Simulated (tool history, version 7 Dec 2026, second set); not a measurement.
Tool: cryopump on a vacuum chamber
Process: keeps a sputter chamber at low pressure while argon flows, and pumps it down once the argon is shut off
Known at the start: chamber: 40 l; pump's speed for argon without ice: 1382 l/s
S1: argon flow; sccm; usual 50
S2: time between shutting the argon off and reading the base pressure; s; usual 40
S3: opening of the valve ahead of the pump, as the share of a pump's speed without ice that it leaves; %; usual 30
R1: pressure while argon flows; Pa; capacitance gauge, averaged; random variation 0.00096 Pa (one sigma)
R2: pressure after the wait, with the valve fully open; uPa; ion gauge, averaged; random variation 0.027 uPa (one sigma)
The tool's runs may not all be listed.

| run | day | S1 | S2 | S3 | R1 | R2 |
|---|---|---|---|---|---|---|
| 1 | 0.000 | 50 | 40 | 30 | 0.2135 | 2.24 |
| 2 | 0.558 | 50 | 40 | 30 | 0.2116 | 2.23 |
| 3 | 1.075 | 50 | 40 | 30 | 0.2111 | 2.28 |
|  | 1.725 | leaking fittings of the chamber tightened, without venting |
| 4 | 1.904 | 50 | 72 | 30 | 0.2113 | 0.80 |
| 5 | 2.329 | 50 | 72 | 30 | 0.2124 | 0.79 |
| 6 | 2.971 | 50 | 40 | 30 | 0.2115 | 1.21 |
| 7 | 3.421 | 50 | 40 | 30 | 0.2119 | 1.28 |
| 8 | 4.183 | 50 | 40 | 30 | 0.2124 | 1.25 |
| 9 | 4.967 | 66 | 40 | 30 | 0.2787 | 1.21 |
| 10 | 5.512 | 66 | 40 | 30 | 0.2799 | 1.23 |
| 11 | 6.229 | 66 | 40 | 30 | 0.2795 | 1.23 |
| 12 | 6.950 | 66 | 40 | 30 | 0.2819 | 1.28 |
| 13 | 7.408 | 66 | 40 | 30 | 0.2799 | 1.25 |
| 14 | 8.038 | 32 | 152 | 30 | 0.1353 | 0.54 |
| 15 | 8.825 | 32 | 152 | 30 | 0.1360 | 0.52 |
| 16 | 9.246 | 30 | 90 | 21 | 0.1804 | 0.72 |
| 17 | 10.042 | 77 | 43 | 21 | 0.4614 | 1.16 |
| 18 | 10.596 | 77 | 43 | 21 | 0.4612 | 1.19 |
| 19 | 11.096 | 77 | 43 | 21 | 0.4642 | 1.22 |
| 20 | 11.583 | 63 | 245 | 22 | 0.3596 | 0.50 |
| 21 | 11.942 | 56 | 40 | 22 | 0.3245 | 1.25 |
| 22 | 12.542 | 56 | 40 | 22 | 0.3250 | 1.25 |

Run 23 comes next. What will it give?
| 23 | 13.146 | 25 | 38 | 21 | ? | ? |

{"run 23": {"R1": 0.1491, "R2": 1.3}}
Without the tool's hidden state the same run would have given R1 0.1440 Pa, R2 1.19 uPa.
